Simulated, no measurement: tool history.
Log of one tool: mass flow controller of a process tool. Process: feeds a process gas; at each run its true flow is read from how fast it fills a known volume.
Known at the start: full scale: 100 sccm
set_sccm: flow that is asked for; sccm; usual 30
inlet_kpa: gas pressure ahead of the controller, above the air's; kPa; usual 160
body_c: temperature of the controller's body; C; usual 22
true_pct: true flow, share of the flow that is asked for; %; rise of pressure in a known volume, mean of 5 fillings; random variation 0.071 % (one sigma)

{"run": 1, "day": 0.0, "set_sccm": 30, "inlet_kpa": 160, "body_c": 22, "true_pct": 99.22}
{"run": 2, "day": 8.392, "set_sccm": 73, "inlet_kpa": 160, "body_c": 22, "true_pct": 99.63}
{"run": 3, "day": 15.754, "set_sccm": 73, "inlet_kpa": 160, "body_c": 22, "true_pct": 99.44}
{"run": 4, "day": 27.208, "set_sccm": 73, "inlet_kpa": 160, "body_c": 22, "true_pct": 99.45}
{"run": 5, "day": 35.7, "set_sccm": 73, "inlet_kpa": 160, "body_c": 22, "true_pct": 99.4}
{"run": 6, "day": 41.904, "set_sccm": 73, "inlet_kpa": 160, "body_c": 22, "true_pct": 99.34}
{"run": 7, "day": 52.654, "set_sccm": 73, "inlet_kpa": 160, "body_c": 22, "true_pct": 99.35}
{"run": 8, "day": 59.425, "set_sccm": 30, "inlet_kpa": 204, "body_c": 22, "true_pct": 98.66}
{"run": 9, "day": 69.896, "set_sccm": 60, "inlet_kpa": 160, "body_c": 22, "true_pct": 99.11}
{"day": 70.771, "done": "controller's zero set anew"}
{"run": 10, "day": 81.6, "set_sccm": 60, "inlet_kpa": 160, "body_c": 22, "true_pct": 99.12}
{"run": 11, "day": 91.846, "set_sccm": 30, "inlet_kpa": 160, "body_c": 22, "true_pct": 98.35}
{"run": 12, "day": 97.371, "set_sccm": 30, "inlet_kpa": 160, "body_c": 22, "true_pct": 98.41}
{"run": 13, "day": 106.233, "set_sccm": 30, "inlet_kpa": 160, "body_c": 22, "true_pct": 98.28}
{"run": 14, "day": 113.662, "set_sccm": 45, "inlet_kpa": 160, "body_c": 22, "true_pct": 98.71}
{"run": 15, "day": 123.471, "set_sccm": 33, "inlet_kpa": 190, "body_c": 37, "true_pct": 98.03}
{"run": 16, "day": 131.454, "set_sccm": 19, "inlet_kpa": 259, "body_c": 39, "true_pct": 97.18}
{"day": 133.558, "done": "controller's zero set anew, once more"}
{"run": 17, "day": 137.925, "set_sccm": 55, "inlet_kpa": 215, "body_c": 21, "true_pct": 98.62}
{"run": 18, "day": 147.917, "set_sccm": 55, "inlet_kpa": 215, "body_c": 21, "true_pct": 98.71}
{"run": 19, "day": 152.796, "set_sccm": 30, "inlet_kpa": 173, "body_c": 22, "true_pct": 98.51}
{"run": 20, "day": 161.917, "set_sccm": 16, "inlet_kpa": 154, "body_c": 22, "true_pct": 98.38}
{"run": 21, "day": 170.546, "set_sccm": 78, "inlet_kpa": 160, "body_c": 22, "true_pct": 98.88}
{"run": 22, "day": 181.112, "set_sccm": 78, "inlet_kpa": 160, "body_c": 22, "true_pct": 98.69}
{"run": 23, "day": 187.508, "set_sccm": 78, "inlet_kpa": 160, "body_c": 22, "true_pct": 98.75}
{"run": 24, "day": 194.975, "set_sccm": 39, "inlet_kpa": 245, "body_c": 26, "true_pct": 97.99}
{"run": 25, "day": 204.654, "set_sccm": 39, "inlet_kpa": 245, "body_c": 26, "true_pct": 97.99}
{"run": 26, "day": 214.229, "set_sccm": 43, "inlet_kpa": 232, "body_c": 22, "true_pct": 98.07}
{"run": 27, "day": 225.612, "set_sccm": 32, "inlet_kpa": 155, "body_c": 33, "true_pct": 98.08}

5 ways to go on from here, each from the tool as it stands after run 27. What would each give?
{"run": "A", "day": 234.208, "set_sccm": 32, "inlet_kpa": 153, "body_c": 33, "true_pct": "?"}
{"run": "B", "day": 234.208, "set_sccm": 32, "inlet_kpa": 246, "body_c": 33, "true_pct": "?"}
{"run": "C", "day": 234.208, "set_sccm": 30, "inlet_kpa": 195, "body_c": 22, "true_pct": "?"}
{"run": "D", "day": 234.208, "set_sccm": 66, "inlet_kpa": 160, "body_c": 22, "true_pct": "?"}
{"run": "E", "day": 234.208, "set_sccm": 32, "inlet_kpa": 260, "body_c": 27, "true_pct": "?"}

run=A true_pct=97.74
run=B true_pct=97.60
run=C true_pct=97.94
run=D true_pct=98.34
run=E true_pct=97.68
Without the tool's hidden state the same runs would have given:
run=A true_pct=99.56
run=B true_pct=99.42
run=C true_pct=99.78
run=D true_pct=100.01
run=E true_pct=99.49

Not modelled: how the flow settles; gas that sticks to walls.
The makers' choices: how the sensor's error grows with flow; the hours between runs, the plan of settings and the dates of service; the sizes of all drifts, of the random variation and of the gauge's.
